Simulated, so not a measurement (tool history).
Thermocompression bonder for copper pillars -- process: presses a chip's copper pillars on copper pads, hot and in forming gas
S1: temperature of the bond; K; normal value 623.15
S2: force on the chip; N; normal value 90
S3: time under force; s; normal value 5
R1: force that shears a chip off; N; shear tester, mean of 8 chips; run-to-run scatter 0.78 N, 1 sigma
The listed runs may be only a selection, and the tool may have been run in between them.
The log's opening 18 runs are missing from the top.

run,hour,S1,S2,S3,R1
19,1018.3,623.15,90,5,52.9
20,1086.3,623.15,90,5,53.7
21,1152.3,623.15,110,11,76.1
22,1215.5,632.15,57,5,38.1
# hour 1275.5: heater calibrated with a thermocouple chip
23,1297,632.15,57,5,36
24,1371.1,623.15,78,5,44
25,1419.2,623.15,78,5,44.1
# hour 1424.8: heater calibrated with a thermocouple chip, once more
# hour 1436: forming gas filter changed
26,1493.1,651.15,114,9,92.7
27,1573.6,646.15,76,11,77.2
28,1655,631.15,90,5,66.1
29,1708.6,597.15,123,5,63.4
30,1763.6,596.15,84,10,56.8
31,1843.7,643.15,112,5,78.7
32,1904.9,628.15,123,5,77.3
33,1958.4,623.15,66,13,63.1
34,2028.4,623.15,79,6,56.7
35,2065.9,625.15,86,5,58.9
36,2144.1,623.15,61,10,54
37,2219.5,598.15,103,4,48.7
38,2276,612.15,70,4,39.7

Forecast each of these 5 alternatives for the next run:
A,2332.7,605.15,87,4,?
B,2332.7,614.15,102,14,?
C,2332.7,651.15,107,4,?
D,2332.7,602.15,56,7,?
E,2332.7,621.15,98,3,?

run,R1
A,44.9
B,78.4
C,76.3
D,35.5
E,52.8
With the hidden condition removed and each run's random variation left untouched, the same runs would have given:
run,R1
A,45.4
B,80.5
C,78
D,35.8
E,53.5
